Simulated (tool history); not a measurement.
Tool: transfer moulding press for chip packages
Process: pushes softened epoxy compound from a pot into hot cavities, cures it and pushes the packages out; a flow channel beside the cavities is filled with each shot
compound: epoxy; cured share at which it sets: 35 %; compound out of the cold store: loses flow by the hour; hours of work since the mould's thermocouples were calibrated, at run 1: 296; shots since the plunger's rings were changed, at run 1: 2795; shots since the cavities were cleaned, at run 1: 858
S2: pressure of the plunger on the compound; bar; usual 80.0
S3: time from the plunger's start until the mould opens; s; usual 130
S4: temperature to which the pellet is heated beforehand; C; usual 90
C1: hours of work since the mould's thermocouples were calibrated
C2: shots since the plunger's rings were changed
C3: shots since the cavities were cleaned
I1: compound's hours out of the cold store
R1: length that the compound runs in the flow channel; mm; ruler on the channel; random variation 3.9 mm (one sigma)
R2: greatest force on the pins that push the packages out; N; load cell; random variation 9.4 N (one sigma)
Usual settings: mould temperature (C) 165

run 1 hour=0.0 | mould_temperature_(C)=165 S2=80.0 S3=130 S4=90 | C1=296 C2=2795 C3=858 | I1=8.2 | R1=754 R2=689
run 2 hour=6.9 | mould_temperature_(C)=165 S2=84.2 S3=130 S4=90 | C1=299 C2=2847 C3=910 | I1=18.5 | R1=746 R2=678
-- hour=11.8 cavities cleaned with cleaning compound and waxed
run 3 hour=15.1 | mould_temperature_(C)=161 S2=84.2 S3=130 S4=90 | C1=303 C2=2898 C3=25 | I1=13.9 | R1=769 R2=946
run 4 hour=26.2 | mould_temperature_(C)=161 S2=84.2 S3=130 S4=90 | C1=309 C2=2982 C3=109 | I1=22.6 | R1=749 R2=931
run 5 hour=40.8 | mould_temperature_(C)=161 S2=84.2 S3=130 S4=90 | C1=316 C2=3093 C3=220 | I1=12.9 | R1=767 R2=997
run 6 hour=47.4 | mould_temperature_(C)=161 S2=84.2 S3=130 S4=90 | C1=320 C2=3143 C3=270 | I1=40.1 | R1=687 R2=931
run 7 hour=55.7 | mould_temperature_(C)=165 S2=80.0 S3=130 S4=90 | C1=324 C2=3207 C3=334 | I1=30.8 | R1=688 R2=719
run 8 hour=64.9 | mould_temperature_(C)=171 S2=80.0 S3=130 S4=90 | C1=329 C2=3276 C3=403 | I1=22.0 | R1=686 R2=640
run 9 hour=71.2 | mould_temperature_(C)=171 S2=80.0 S3=130 S4=90 | C1=332 C2=3324 C3=451 | I1=44.6 | R1=635 R2=685
-- hour=77.2 cavities cleaned with cleaning compound and waxed, once more
run 10 hour=80.5 | mould_temperature_(C)=165 S2=80.0 S3=131 S4=90 | C1=336 C2=3383 C3=25 | I1=17.7 | R1=719 R2=457
-- hour=90.7 plunger's sealing rings changed
run 11 hour=96.1 | mould_temperature_(C)=165 S2=80.0 S3=131 S4=90 | C1=343 C2=40 C3=124 | I1=26.6 | R1=730 R2=475
run 12 hour=106.5 | mould_temperature_(C)=165 S2=80.0 S3=131 S4=90 | C1=348 C2=120 C3=204 | I1=18.0 | R1=753 R2=516
run 13 hour=113.8 | mould_temperature_(C)=165 S2=80.0 S3=130 S4=90 | C1=352 C2=175 C3=259 | I1=12.8 | R1=766 R2=533
run 14 hour=124.3 | mould_temperature_(C)=165 S2=80.0 S3=130 S4=90 | C1=357 C2=255 C3=339 | I1=34.6 | R1=712 R2=543
-- hour=136.0 mould's thermocouples calibrated
run 15 hour=139.2 | mould_temperature_(C)=165 S2=80.0 S3=130 S4=90 | C1=2 C2=353 C3=437 | I1=43.8 | R1=695 R2=601
run 16 hour=148.9 | mould_temperature_(C)=167 S2=80.0 S3=130 S4=84 | C1=7 C2=426 C3=510 | I1=16.1 | R1=750 R2=570
run 17 hour=162.7 | mould_temperature_(C)=157 S2=80.0 S3=130 S4=88 | C1=14 C2=531 C3=615 | I1=40.7 | R1=728 R2=1141
run 18 hour=177.5 | mould_temperature_(C)=157 S2=80.0 S3=139 S4=88 | C1=21 C2=644 C3=728 | I1=35.1 | R1=743 R2=1017
run 19 hour=184.4 | mould_temperature_(C)=165 S2=70.4 S3=147 S4=90 | C1=25 C2=696 C3=780 | I1=43.0 | R1=645 R2=607
run 20 hour=195.7 | mould_temperature_(C)=158 S2=95.9 S3=130 S4=99 | C1=31 C2=782 C3=866 | I1=36.5 | R1=803 R2=1080
-- hour=205.7 cavities cleaned with cleaning compound and waxed
run 21 hour=211.4 | mould_temperature_(C)=158 S2=95.9 S3=112 S4=99 | C1=38 C2=889 C3=43 | I1=12.9 | R1=872 R2=1093
run 22 hour=222.0 | mould_temperature_(C)=173 S2=90.6 S3=168 S4=99 | C1=44 C2=970 C3=124 | I1=40.3 | R1=700 R2=413
run 23 hour=232.1 | mould_temperature_(C)=157 S2=69.6 S3=120 S4=98 | C1=49 C2=1047 C3=201 | I1=9.6 | R1=756 R2=1135
run 24 hour=241.4 | mould_temperature_(C)=157 S2=69.6 S3=117 S4=85 | C1=54 C2=1117 C3=271 | I1=11.5 | R1=748 R2=1266
run 25 hour=248.1 | mould_temperature_(C)=157 S2=69.6 S3=117 S4=85 | C1=57 C2=1168 C3=322 | I1=12.9 | R1=746 R2=1339
run 26 hour=261.4 | mould_temperature_(C)=157 S2=69.6 S3=117 S4=85 | C1=64 C2=1269 C3=423 | I1=37.3 | R1=680 R2=1289
run 27 hour=274.6 | mould_temperature_(C)=164 S2=80.0 S3=126 S4=90 | C1=71 C2=1369 C3=523 | I1=9.8 | R1=766 R2=711
run 28 hour=287.2 | mould_temperature_(C)=172 S2=64.4 S3=158 S4=91 | C1=77 C2=1465 C3=619 | I1=12.9 | R1=656 R2=537
run 29 hour=300.8 | mould_temperature_(C)=157 S2=80.0 S3=130 S4=90 | C1=84 C2=1568 C3=722 | I1=47.2 | R1=703 R2=1095

Forecast each of these 4 alternatives for the next run:
run A hour=308.0 | mould_temperature_(C)=171 S2=90.4 S3=130 S4=87 | C1=88 C2=1623 C3=777 | I1=15.4 | R1=? R2=?
run B hour=308.0 | mould_temperature_(C)=170 S2=80.0 S3=146 S4=90 | C1=88 C2=1623 C3=777 | I1=35.4 | R1=? R2=?
run C hour=308.0 | mould_temperature_(C)=166 S2=78.2 S3=130 S4=88 | C1=88 C2=1623 C3=777 | I1=44.7 | R1=? R2=?
run D hour=308.0 | mould_temperature_(C)=160 S2=80.0 S3=130 S4=90 | C1=88 C2=1623 C3=777 | I1=46.9 | R1=? R2=?

run=A R1=768 R2=601
run=B R1=680 R2=561
run=C R1=662 R2=637
run=D R1=692 R2=876
Without the tool's hidden state the same runs would have given:
run=A R1=790 R2=386
run=B R1=699 R2=358
run=C R1=681 R2=407
run=D R1=712 R2=563

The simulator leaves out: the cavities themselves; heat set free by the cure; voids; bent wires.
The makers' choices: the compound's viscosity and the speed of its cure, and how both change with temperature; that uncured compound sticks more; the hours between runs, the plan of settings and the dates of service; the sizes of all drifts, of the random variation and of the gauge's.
